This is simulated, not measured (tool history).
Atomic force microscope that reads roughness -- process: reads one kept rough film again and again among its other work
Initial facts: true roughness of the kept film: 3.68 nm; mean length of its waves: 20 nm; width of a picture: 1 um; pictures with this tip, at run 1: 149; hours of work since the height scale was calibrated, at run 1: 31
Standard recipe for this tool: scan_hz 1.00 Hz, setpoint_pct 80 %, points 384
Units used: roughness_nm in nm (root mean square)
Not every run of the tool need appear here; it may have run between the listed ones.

run   hour  scan_hz  setpoint_pct  points  pictures with this tip  hours of work since the height scale was calibrated  roughness_nm
  1    0.0     1.00            80     384                     149                                                   31         1.737
  2   13.5     1.00            80     384                     162                                                   37         1.707
  3   29.7     1.00            80     384                     178                                                   43         1.658
  4   49.7     1.00            80     384                     197                                                   51         1.597
  5   73.9     1.00            80     384                     221                                                   61         1.553
  6  102.1     1.00            80     384                     248                                                   72         1.493
  7  133.2     1.00            80     384                     278                                                   85         1.429
  8  149.1     1.00            80     384                     293                                                   92         1.396
  9  174.2     0.87            70     364                     318                                                  102         1.419
     183.7  -- new tip fitted
 10  192.2     0.93            80     384                       8                                                  109         2.357
 11  221.6     1.67            58     455                      37                                                  121         2.331
 12  238.3     1.67            58     455                      53                                                  127         2.243
 13  259.6     1.67            58     455                      74                                                  136         2.147
 14  277.9     1.67            68     750                      91                                                  143         1.998
 15  298.0     0.80            80     384                     111                                                  152         1.920
 16  318.6     0.80            80     384                     130                                                  160         1.868

Below are 5 alternative next runs, each starting from the tool's condition after run 16. Predict each:
  A  346.0     3.60            80     837                     157                                                  171             ?
  B  346.0     0.80            88     384                     157                                                  171             ?
  C  346.0     1.00            68     384                     157                                                  171             ?
  D  346.0     1.00            80     422                     157                                                  171             ?
  E  346.0     1.78            59     357                     157                                                  171             ?

run  roughness_nm
  A         1.405
  B         1.710
  C         1.819
  D         1.737
  E         1.818
Had the tool no hidden state, the same runs would have come out as:
run  roughness_nm
  A         1.940
  B         2.356
  C         2.510
  D         2.396
  E         2.507
